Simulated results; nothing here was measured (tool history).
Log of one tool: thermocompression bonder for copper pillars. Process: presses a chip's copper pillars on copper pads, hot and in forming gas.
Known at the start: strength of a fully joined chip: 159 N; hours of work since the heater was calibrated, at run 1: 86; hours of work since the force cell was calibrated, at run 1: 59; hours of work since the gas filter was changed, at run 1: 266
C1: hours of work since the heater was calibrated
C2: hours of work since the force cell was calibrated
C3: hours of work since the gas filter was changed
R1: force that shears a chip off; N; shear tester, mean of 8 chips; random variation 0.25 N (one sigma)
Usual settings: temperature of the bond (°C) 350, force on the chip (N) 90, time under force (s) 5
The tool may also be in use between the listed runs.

run 1 day=0.000 | temperature_of_the_bond_(°C)=350 force_on_the_chip_(N)=90 time_under_force_(s)=5 | C1=86 C2=59 C3=266 | R1=92.9
run 2 day=0.362 | temperature_of_the_bond_(°C)=372 force_on_the_chip_(N)=90 time_under_force_(s)=5 | C1=92 C2=64 C3=271 | R1=108.6
run 3 day=0.762 | temperature_of_the_bond_(°C)=372 force_on_the_chip_(N)=90 time_under_force_(s)=5 | C1=98 C2=71 C3=278 | R1=107.9
run 4 day=1.125 | temperature_of_the_bond_(°C)=372 force_on_the_chip_(N)=90 time_under_force_(s)=4 | C1=104 C2=76 C3=283 | R1=101.8
run 5 day=1.708 | temperature_of_the_bond_(°C)=372 force_on_the_chip_(N)=90 time_under_force_(s)=4 | C1=113 C2=85 C3=292 | R1=101.0
run 6 day=2.317 | temperature_of_the_bond_(°C)=350 force_on_the_chip_(N)=90 time_under_force_(s)=4 | C1=122 C2=94 C3=301 | R1=86.5
run 7 day=2.696 | temperature_of_the_bond_(°C)=350 force_on_the_chip_(N)=90 time_under_force_(s)=4 | C1=128 C2=100 C3=307 | R1=86.6
run 8 day=3.367 | temperature_of_the_bond_(°C)=350 force_on_the_chip_(N)=90 time_under_force_(s)=4 | C1=138 C2=110 C3=317 | R1=86.1
run 9 day=3.662 | temperature_of_the_bond_(°C)=350 force_on_the_chip_(N)=90 time_under_force_(s)=5 | C1=142 C2=115 C3=322 | R1=93.1
run 10 day=3.979 | temperature_of_the_bond_(°C)=350 force_on_the_chip_(N)=90 time_under_force_(s)=5 | C1=147 C2=120 C3=327 | R1=93.1
run 11 day=4.400 | temperature_of_the_bond_(°C)=350 force_on_the_chip_(N)=90 time_under_force_(s)=5 | C1=154 C2=126 C3=333 | R1=93.6
run 12 day=4.812 | temperature_of_the_bond_(°C)=350 force_on_the_chip_(N)=90 time_under_force_(s)=3 | C1=160 C2=132 C3=339 | R1=78.6
run 13 day=5.217 | temperature_of_the_bond_(°C)=350 force_on_the_chip_(N)=90 time_under_force_(s)=5 | C1=166 C2=139 C3=346 | R1=93.0
run 14 day=5.808 | temperature_of_the_bond_(°C)=350 force_on_the_chip_(N)=90 time_under_force_(s)=5 | C1=175 C2=148 C3=355 | R1=93.0
run 15 day=6.475 | temperature_of_the_bond_(°C)=350 force_on_the_chip_(N)=90 time_under_force_(s)=5 | C1=185 C2=158 C3=365 | R1=93.3
run 16 day=7.129 | temperature_of_the_bond_(°C)=350 force_on_the_chip_(N)=90 time_under_force_(s)=5 | C1=195 C2=168 C3=375 | R1=93.8
run 17 day=7.446 | temperature_of_the_bond_(°C)=324 force_on_the_chip_(N)=90 time_under_force_(s)=8 | C1=200 C2=173 C3=380 | R1=88.0
-- day=7.754 forming gas filter changed
run 18 day=8.104 | temperature_of_the_bond_(°C)=324 force_on_the_chip_(N)=90 time_under_force_(s)=8 | C1=210 C2=183 C3=5 | R1=88.2
run 19 day=8.583 | temperature_of_the_bond_(°C)=354 force_on_the_chip_(N)=94 time_under_force_(s)=4 | C1=217 C2=190 C3=13 | R1=93.7
run 20 day=9.117 | temperature_of_the_bond_(°C)=320 force_on_the_chip_(N)=121 time_under_force_(s)=4 | C1=226 C2=198 C3=21 | R1=88.3
run 21 day=9.592 | temperature_of_the_bond_(°C)=320 force_on_the_chip_(N)=89 time_under_force_(s)=4 | C1=233 C2=205 C3=28 | R1=65.6
run 22 day=10.096 | temperature_of_the_bond_(°C)=320 force_on_the_chip_(N)=89 time_under_force_(s)=4 | C1=241 C2=213 C3=36 | R1=65.2
run 23 day=10.388 | temperature_of_the_bond_(°C)=320 force_on_the_chip_(N)=89 time_under_force_(s)=4 | C1=245 C2=217 C3=40 | R1=66.0
run 24 day=10.708 | temperature_of_the_bond_(°C)=322 force_on_the_chip_(N)=120 time_under_force_(s)=8 | C1=250 C2=222 C3=45 | R1=110.2
run 25 day=11.308 | temperature_of_the_bond_(°C)=358 force_on_the_chip_(N)=60 time_under_force_(s)=9 | C1=259 C2=232 C3=54 | R1=84.3
run 26 day=11.596 | temperature_of_the_bond_(°C)=321 force_on_the_chip_(N)=58 time_under_force_(s)=5 | C1=263 C2=236 C3=59 | R1=45.4
run 27 day=11.958 | temperature_of_the_bond_(°C)=378 force_on_the_chip_(N)=71 time_under_force_(s)=5 | C1=269 C2=241 C3=64 | R1=94.3
run 28 day=12.571 | temperature_of_the_bond_(°C)=349 force_on_the_chip_(N)=63 time_under_force_(s)=5 | C1=278 C2=251 C3=74 | R1=66.9
run 29 day=12.938 | temperature_of_the_bond_(°C)=349 force_on_the_chip_(N)=63 time_under_force_(s)=5 | C1=284 C2=257 C3=79 | R1=66.5
run 30 day=13.558 | temperature_of_the_bond_(°C)=349 force_on_the_chip_(N)=91 time_under_force_(s)=5 | C1=294 C2=266 C3=89 | R1=94.7
run 31 day=13.879 | temperature_of_the_bond_(°C)=349 force_on_the_chip_(N)=122 time_under_force_(s)=10 | C1=298 C2=271 C3=94 | R1=136.3
run 32 day=14.254 | temperature_of_the_bond_(°C)=349 force_on_the_chip_(N)=122 time_under_force_(s)=10 | C1=304 C2=277 C3=99 | R1=136.2

Measured less the same run without the tool's hidden state. The same run-to-run variation is in both; the gauge's scatter may not be:
The hidden state here: true temperature of the bond over the reading, C; force that reaches the chip, % of what is set; oxide that the forming gas leaves, % of the face; drift of the gauge itself on shear_n, %.
run=1 R1=-0.1
run=2 R1=+0.0
run=3 R1=+0.0
run=4 R1=+0.0
run=5 R1=+0.1
run=6 R1=+0.2
run=7 R1=+0.3
run=8 R1=+0.3
run=9 R1=+0.3
run=10 R1=+0.5
run=11 R1=+0.5
run=12 R1=+0.5
run=13 R1=+0.5
run=14 R1=+0.6
run=15 R1=+0.7
run=16 R1=+0.8
run=17 R1=+0.8
run=18 R1=+0.9
run=19 R1=+1.0
run=20 R1=+1.0
run=21 R1=+0.8
run=22 R1=+0.9
run=23 R1=+0.8
run=24 R1=+1.4
run=25 R1=+1.2
run=26 R1=+0.7
run=27 R1=+1.4
run=28 R1=+1.1
run=29 R1=+1.1
run=30 R1=+1.6
run=31 R1=+2.4
run=32 R1=+2.4
